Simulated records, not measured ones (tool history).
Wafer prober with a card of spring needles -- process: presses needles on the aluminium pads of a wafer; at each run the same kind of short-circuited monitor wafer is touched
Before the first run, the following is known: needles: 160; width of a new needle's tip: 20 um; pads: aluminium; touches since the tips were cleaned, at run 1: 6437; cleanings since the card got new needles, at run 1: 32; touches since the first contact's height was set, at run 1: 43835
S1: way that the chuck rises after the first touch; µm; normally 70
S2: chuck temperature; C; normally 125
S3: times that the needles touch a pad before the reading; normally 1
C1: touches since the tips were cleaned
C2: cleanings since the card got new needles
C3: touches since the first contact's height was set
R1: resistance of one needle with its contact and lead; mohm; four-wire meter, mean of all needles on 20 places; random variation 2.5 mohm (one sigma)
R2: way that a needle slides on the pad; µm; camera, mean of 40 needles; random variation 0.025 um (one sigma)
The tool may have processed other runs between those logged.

run,day,S1,S2,S3,C1,C2,C3,R1,R2
1,0.000,70,125,1,6437,32,43835,619,14.57
# day 0.042: tips cleaned on abrasive film
2,0.275,70,125,2,3788,33,48193,450,14.55
# day 0.479: tips cleaned on abrasive film
3,0.504,70,125,2,409,34,51777,335,14.54
4,0.833,61,125,1,5702,34,57070,720,12.64
# day 0.921: tips cleaned on abrasive film
5,1.146,61,125,1,3557,35,61961,646,12.64
# day 1.375: tips cleaned on abrasive film
6,1.542,70,46,1,2660,36,68213,551,14.51
# day 1.817: tips cleaned on abrasive film
7,1.908,77,125,1,1422,37,74023,424,15.92
# day 2.271: tips cleaned on abrasive film
8,2.358,77,125,1,1378,38,81174,433,15.91
9,2.621,77,125,1,5563,38,85359,558,15.95
# day 2.700: tips cleaned on abrasive film
10,2.988,81,64,2,4594,39,91198,422,16.76
# day 3.154: tips cleaned on abrasive film
11,3.396,81,64,2,3858,40,97669,414,16.69
# day 3.600: tips cleaned on abrasive film
12,3.829,81,49,2,3619,41,104503,403,16.72
# day 4.050: tips cleaned on abrasive film
13,4.279,81,49,2,3676,42,111641,401,16.67
# day 4.492: tips cleaned on abrasive film
14,4.529,81,49,2,570,43,115582,296,16.72
15,4.721,81,49,1,3650,43,118662,503,16.70
# day 4.933: tips cleaned on abrasive film
16,5.054,71,63,1,1933,44,123909,513,14.61
# day 5.362: tips cleaned on abrasive film
17,5.362,71,63,1,0,45,128792,304,14.57
18,5.771,71,63,1,6530,45,135322,639,14.54

Each row is a separate what-if for the run after 18, all from the same tool condition, not one after another. Results?
# day 5.796: tips cleaned on abrasive film
A,6.096,59,63,1,4763,46,140463,?,?
# day 5.796: tips cleaned on abrasive film
B,6.096,71,63,1,4763,46,140463,?,?
# day 5.796: tips cleaned on abrasive film
C,6.096,68,28,1,4763,46,140463,?,?
# day 5.796: tips cleaned on abrasive film
D,6.096,73,125,2,4763,46,140463,?,?
# day 5.796: tips cleaned on abrasive film
E,6.096,70,78,3,4763,46,140463,?,?

run,R1,R2
A,759,12.06
B,613,14.52
C,654,13.89
D,457,14.96
E,397,14.39
What these runs would have given with no unlogged condition in the tool:
run,R1,R2
A,264,12.31
B,260,14.77
C,252,14.13
D,277,15.20
E,268,14.64

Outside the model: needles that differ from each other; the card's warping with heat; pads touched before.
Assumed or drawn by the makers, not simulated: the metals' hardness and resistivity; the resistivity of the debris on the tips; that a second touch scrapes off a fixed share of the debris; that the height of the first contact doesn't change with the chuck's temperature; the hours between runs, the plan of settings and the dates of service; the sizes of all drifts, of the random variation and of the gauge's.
